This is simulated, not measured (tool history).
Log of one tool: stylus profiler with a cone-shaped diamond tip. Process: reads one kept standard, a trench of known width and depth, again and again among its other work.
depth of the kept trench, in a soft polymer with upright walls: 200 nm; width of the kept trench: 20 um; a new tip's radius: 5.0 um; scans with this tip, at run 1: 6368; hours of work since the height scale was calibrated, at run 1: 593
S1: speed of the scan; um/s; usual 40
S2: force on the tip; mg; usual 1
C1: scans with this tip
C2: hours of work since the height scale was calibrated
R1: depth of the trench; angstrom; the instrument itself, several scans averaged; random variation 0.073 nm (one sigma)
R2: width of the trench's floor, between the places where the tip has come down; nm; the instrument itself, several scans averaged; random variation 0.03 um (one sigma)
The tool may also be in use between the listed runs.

run	hour	S1	S2	C1	C2	R1	R2
1	0	40	1	6368	593	2014.1	16930
2	24.2	40	0.74	6509	606	2011.3	16930
3	75.1	40	0.74	6804	633	2011.2	16810
4	126.5	40	1	7102	661	2014.5	16970
5	175	14	1	7384	687	2013.3	17080
6	209.4	14	1	7584	706	2012.8	17050
7	260.4	40	1	7880	734	2013.3	16920
8	309.5	40	1	8165	760	2014.2	16920
9	342.7	40	1	8358	778	2013.4	16980
# hour 374.4: new tip fitted, height scale calibrated
10	393.2	10	1	108	10	2012.9	17180
11	440.5	10	1	383	36	2014.1	17130
12	481.5	67	1	621	58	2014.3	16760
13	528.7	40	0.56	895	83	2009.9	16820
14	559.2	40	0.56	1073	100	2009.7	16860
15	608.3	40	0.56	1357	126	2009	16840
16	645.7	40	0.56	1574	147	2009.2	16920
17	672.5	40	0.56	1730	161	2009.1	16870
18	707.4	40	0.56	1933	180	2009.5	16890
19	746.4	40	0.56	2159	201	2009.1	16830
20	776.1	40	0.56	2332	217	2008.8	16910
21	814.6	87	1	2556	238	2013.3	16670
22	851.3	40	0.88	2768	258	2013.4	16910
23	892.2	40	2.29	3006	280	2022.6	16980
24	918	40	2.29	3156	294	2024.8	16980
25	960.1	28	2.46	3400	317	2024.7	17040
26	1007.9	92	2.46	3678	342	2023	16870
27	1039	51	1.88	3858	359	2020.5	16900
28	1084.7	52	1	4124	384	2014.9	16810
29	1118.5	104	2.99	4320	402	2027.6	16780
30	1166.5	104	2.99	4599	428	2028.9	16810
31	1188	104	2.99	4724	440	2027.3	16830
32	1210.6	104	2.99	4855	452	2028.4	16740
33	1251.8	20	0.51	5094	474	2008.4	16970
34	1288.6	20	0.51	5308	494	2009.4	17010
35	1331.2	40	1.02	5555	517	2014.1	16930
36	1367.4	25	0.84	5765	537	2012.2	16950
37	1407.2	85	1	5996	558	2013.6	16670
38	1445	85	1	6216	579	2013.4	16730
39	1467.9	38	2.9	6349	591	2027.3	17040
40	1509.6	38	2.9	6591	614	2027.2	17060
41	1540.8	89	0.57	6772	630	2009.6	16420
42	1579.4	89	0.57	6996	651	2008.4	16400
43	1600.6	50	1.31	7119	663	2016	16990
44	1648.6	23	1.31	7398	689	2015.8	17050
45	1679.7	23	0.43	7579	706	2007.6	16940

Hidden state at the last listed run before each entry between runs and at the first one after, where it differs:
Between runs 9 and 10: new tip fitted, height scale calibrated (hour 374.4)
  radius of the tip, um: 5.09 -> 5; height scale over the true one, %: -0.003 -> 0
  measured less the result without the state, R2: -20 -> +0 nm
